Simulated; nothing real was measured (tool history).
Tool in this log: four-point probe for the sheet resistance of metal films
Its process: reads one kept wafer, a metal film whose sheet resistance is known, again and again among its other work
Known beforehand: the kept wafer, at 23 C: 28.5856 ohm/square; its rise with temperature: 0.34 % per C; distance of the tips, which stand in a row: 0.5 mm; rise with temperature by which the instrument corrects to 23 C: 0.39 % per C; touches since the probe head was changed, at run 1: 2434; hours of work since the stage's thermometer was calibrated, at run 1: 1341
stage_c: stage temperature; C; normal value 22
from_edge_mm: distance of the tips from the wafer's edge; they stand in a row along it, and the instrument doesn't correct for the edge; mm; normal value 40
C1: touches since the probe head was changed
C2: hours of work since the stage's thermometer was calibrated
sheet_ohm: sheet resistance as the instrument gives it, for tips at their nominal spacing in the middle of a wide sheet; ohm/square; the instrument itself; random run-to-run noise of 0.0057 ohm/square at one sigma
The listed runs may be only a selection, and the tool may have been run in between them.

run 1 hour=0 | stage_c=22 from_edge_mm=40 | C1=2434 C2=1341 | sheet_ohm=28.558974
run 2 hour=23.7 | stage_c=21 from_edge_mm=40 | C1=2715 C2=1351 | sheet_ohm=28.577981
run 3 hour=48.6 | stage_c=22 from_edge_mm=40 | C1=3009 C2=1362 | sheet_ohm=28.560604
run 4 hour=74 | stage_c=22 from_edge_mm=28 | C1=3309 C2=1373 | sheet_ohm=28.564148
run 5 hour=88.6 | stage_c=22 from_edge_mm=28 | C1=3482 C2=1379 | sheet_ohm=28.572501
run 6 hour=112.1 | stage_c=22 from_edge_mm=28 | C1=3760 C2=1389 | sheet_ohm=28.559536
run 7 hour=133 | stage_c=22 from_edge_mm=28 | C1=4007 C2=1398 | sheet_ohm=28.568344

Estimate the outcome of run 8 from the log above:
run 8 hour=162.2 | stage_c=23 from_edge_mm=45 | C1=4352 C2=1411 | sheet_ohm=?

sheet_ohm: 28.548051 ohm/square
Take away the tool's hidden state, keep the run-to-run variation as it was, and the same run would have given sheet_ohm 28.591114 ohm/square.

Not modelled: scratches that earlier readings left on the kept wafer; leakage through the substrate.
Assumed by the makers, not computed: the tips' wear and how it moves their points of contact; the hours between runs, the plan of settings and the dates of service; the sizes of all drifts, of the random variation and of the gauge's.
